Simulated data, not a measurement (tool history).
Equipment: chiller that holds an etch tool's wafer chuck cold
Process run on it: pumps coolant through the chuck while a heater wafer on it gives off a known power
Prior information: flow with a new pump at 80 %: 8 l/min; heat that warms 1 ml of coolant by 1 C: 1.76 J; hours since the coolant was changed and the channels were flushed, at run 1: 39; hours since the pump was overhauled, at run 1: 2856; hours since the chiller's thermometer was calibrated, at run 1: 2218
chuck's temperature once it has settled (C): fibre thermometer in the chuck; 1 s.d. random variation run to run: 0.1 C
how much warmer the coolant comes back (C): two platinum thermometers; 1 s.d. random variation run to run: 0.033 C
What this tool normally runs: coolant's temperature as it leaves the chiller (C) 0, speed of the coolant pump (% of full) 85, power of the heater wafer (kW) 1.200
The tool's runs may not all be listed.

| run | day | coolant's temperature as it leaves the chiller (C) | speed of the coolant pump (% of full) | power of the heater wafer (kW) | hours since the coolant was changed and the channels were flushed | hours since the pump was overhauled | hours since the chiller's thermometer was calibrated | chuck's temperature once it has settled (C) | how much warmer the coolant comes back (C) |
|---|---|---|---|---|---|---|---|---|---|
| 1 | 0.000 | 0 | 85 | 1.200 | 39 | 2856 | 2218 | 10.0 | 5.39 |
| 2 | 2.554 | 0 | 85 | 1.200 | 100 | 2917 | 2279 | 10.2 | 5.30 |
| 3 | 6.033 | 0 | 85 | 1.200 | 184 | 3001 | 2362 | 10.3 | 5.40 |
| 4 | 9.396 | 0 | 85 | 1.200 | 264 | 3082 | 2443 | 10.4 | 5.37 |
| 5 | 10.908 | 0 | 85 | 1.110 | 301 | 3118 | 2479 | 9.5 | 5.00 |
| 6 | 13.183 | 1 | 85 | 1.200 | 355 | 3172 | 2534 | 11.7 | 5.37 |
| 7 | 15.721 | 1 | 85 | 1.200 | 416 | 3233 | 2595 | 11.5 | 5.42 |
| 8 | 19.162 | 1 | 85 | 1.200 | 499 | 3316 | 2677 | 11.5 | 5.46 |
| 9 | 21.808 | 0 | 85 | 1.514 | 562 | 3380 | 2741 | 13.5 | 6.85 |
| 10 | 25.042 | 0 | 85 | 1.514 | 640 | 3457 | 2819 | 13.4 | 6.90 |
| 11 | 27.138 | 0 | 85 | 1.200 | 690 | 3507 | 2869 | 10.7 | 5.47 |
| 12 | 30.233 | 0 | 97 | 1.200 | 764 | 3582 | 2943 | 9.6 | 4.89 |
|  | 30.538 | chiller's thermometer calibrated |
| 13 | 32.079 | 0 | 97 | 1.200 | 808 | 3625 | 37 | 9.4 | 4.80 |
| 14 | 35.621 | 0 | 85 | 1.200 | 893 | 3710 | 122 | 10.5 | 5.50 |
| 15 | 37.492 | 0 | 85 | 1.200 | 938 | 3755 | 167 | 10.5 | 5.53 |
| 16 | 41.012 | 0 | 85 | 1.200 | 1022 | 3839 | 251 | 10.6 | 5.46 |
| 17 | 42.767 | 0 | 67 | 1.682 | 1064 | 3881 | 293 | 18.2 | 9.75 |
| 18 | 46.242 | -8 | 93 | 0.614 | 1148 | 3965 | 377 | -2.9 | 2.63 |
| 19 | 49.504 | 4 | 82 | 1.493 | 1226 | 4043 | 455 | 17.8 | 7.16 |
| 20 | 51.421 | 4 | 92 | 0.620 | 1272 | 4089 | 501 | 9.2 | 2.72 |
| 21 | 54.862 | 4 | 92 | 0.620 | 1355 | 4172 | 584 | 9.4 | 2.68 |
| 22 | 57.554 | 0 | 85 | 1.200 | 1419 | 4236 | 648 | 11.0 | 5.62 |
| 23 | 59.792 | 0 | 85 | 1.200 | 1473 | 4290 | 702 | 11.0 | 5.59 |
| 24 | 61.912 | 10 | 78 | 1.514 | 1524 | 4341 | 753 | 25.0 | 7.72 |
| 25 | 63.871 | -3 | 71 | 1.669 | 1571 | 4388 | 800 | 14.8 | 9.44 |
| 26 | 66.821 | -7 | 96 | 0.970 | 1642 | 4459 | 871 | 1.4 | 4.13 |
| 27 | 70.275 | -3 | 96 | 1.725 | 1725 | 4542 | 954 | 11.3 | 7.22 |
| 28 | 73.788 | -2 | 85 | 0.635 | 1809 | 4626 | 1038 | 4.0 | 2.98 |
| 29 | 76.054 | 0 | 87 | 0.893 | 1863 | 4680 | 1092 | 8.0 | 4.15 |
| 30 | 78.692 | 0 | 73 | 1.377 | 1927 | 4744 | 1156 | 14.7 | 7.61 |
| 31 | 81.354 | 0 | 73 | 1.377 | 1990 | 4808 | 1220 | 14.7 | 7.61 |
| 32 | 84.129 | -6 | 85 | 1.200 | 2057 | 4874 | 1286 | 5.3 | 5.76 |

For some of the steps in chuck's temperature once it has settled (C) from one run to the next: how much would appear even if the tool had no hidden state, given the settings, what came in and random variation, and how much remains for the hidden state plus any gauge scatter that the measured result and the result without hidden state don't share?
Hidden conditions of the tool in this case: heat passed by the chuck's channels, % of clean ones'; flow at a given pump speed, % of a new pump's; coolant's true temperature over the reading, C; drift of the gauge itself on chuck_c, C; drift of the gauge itself on warmer_back_c, C.
Run 17 -> 18: coolant's temperature as it leaves the chiller (C) 0 -> -8, speed of the coolant pump (% of full) 67 -> 93, power of the heater wafer (kW) 1.682 -> 0.614. chuck's temperature once it has settled (C) -21.1: hidden state -1.8, all else -19.3.
Run 18 -> 19: coolant's temperature as it leaves the chiller (C) -8 -> 4, speed of the coolant pump (% of full) 93 -> 82, power of the heater wafer (kW) 0.614 -> 1.493. chuck's temperature once it has settled (C) +20.7: hidden state +1.3, all else +19.4.
Run 23 -> 24: coolant's temperature as it leaves the chiller (C) 0 -> 10, speed of the coolant pump (% of full) 85 -> 78, power of the heater wafer (kW) 1.200 -> 1.514. chuck's temperature once it has settled (C) +14.0: hidden state +0.7, all else +13.3.
Run 25 -> 26: coolant's temperature as it leaves the chiller (C) -3 -> -7, speed of the coolant pump (% of full) 71 -> 96, power of the heater wafer (kW) 1.669 -> 0.970. chuck's temperature once it has settled (C) -13.4: hidden state -1.5, all else -11.9.
Run 27 -> 28: coolant's temperature as it leaves the chiller (C) -3 -> -2, speed of the coolant pump (% of full) 96 -> 85, power of the heater wafer (kW) 1.725 -> 0.635. chuck's temperature once it has settled (C) -7.3: hidden state -1.4, all else -5.9.

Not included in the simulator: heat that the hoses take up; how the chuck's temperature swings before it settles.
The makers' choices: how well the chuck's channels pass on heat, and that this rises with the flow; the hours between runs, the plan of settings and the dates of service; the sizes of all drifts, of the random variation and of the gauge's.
